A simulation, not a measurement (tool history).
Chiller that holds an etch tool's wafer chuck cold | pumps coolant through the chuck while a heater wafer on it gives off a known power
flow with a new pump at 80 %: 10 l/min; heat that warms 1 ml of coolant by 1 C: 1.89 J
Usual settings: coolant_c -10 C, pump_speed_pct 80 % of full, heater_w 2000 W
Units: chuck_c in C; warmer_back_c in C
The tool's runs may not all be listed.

run   hour  coolant_c  pump_speed_pct  heater_w  chuck_c  warmer_back_c
  1    0.0        -10              80      2000      3.2           6.31
  2   29.5        -10              97      2000      1.4           5.23
  3   81.1        -10              97      2517      4.2           6.54
  4  122.7        -10              97      2517      4.1           6.57
  5  162.3        -14              80      2000     -0.6           6.36
  6  219.3        -14              80      2000     -0.8           6.40
  7  248.6        -10              87      2000      2.1           5.83
  8  283.4        -10              87      2000      2.2           5.84
  9  308.0        -20              84      1232    -12.2           3.79
 10  347.2         -5              64      1276      4.9           5.16
 11  375.2         -5              64      1276      4.8           5.19

5 ways to go on from here, each from the tool as it stands after run 11. What would each give?
  A  398.8        -10              64      2000        ?              ?
  B  398.8          0              64      1402        ?              ?
  C  398.8         -2              80      1258        ?              ?
  D  398.8        -15              92      1374        ?              ?
  E  398.8        -19              64      1276        ?              ?

run  chuck_c  warmer_back_c
  A      5.7           8.02
  B     10.8           5.67
  C      6.4           4.06
  D     -6.9           3.85
  E     -9.1           5.14
Without the tool's hidden state the same runs would have given:
run  chuck_c  warmer_back_c
  A      5.7           7.96
  B     10.8           5.61
  C      6.4           4.00
  D     -6.9           3.79
  E     -9.1           5.08
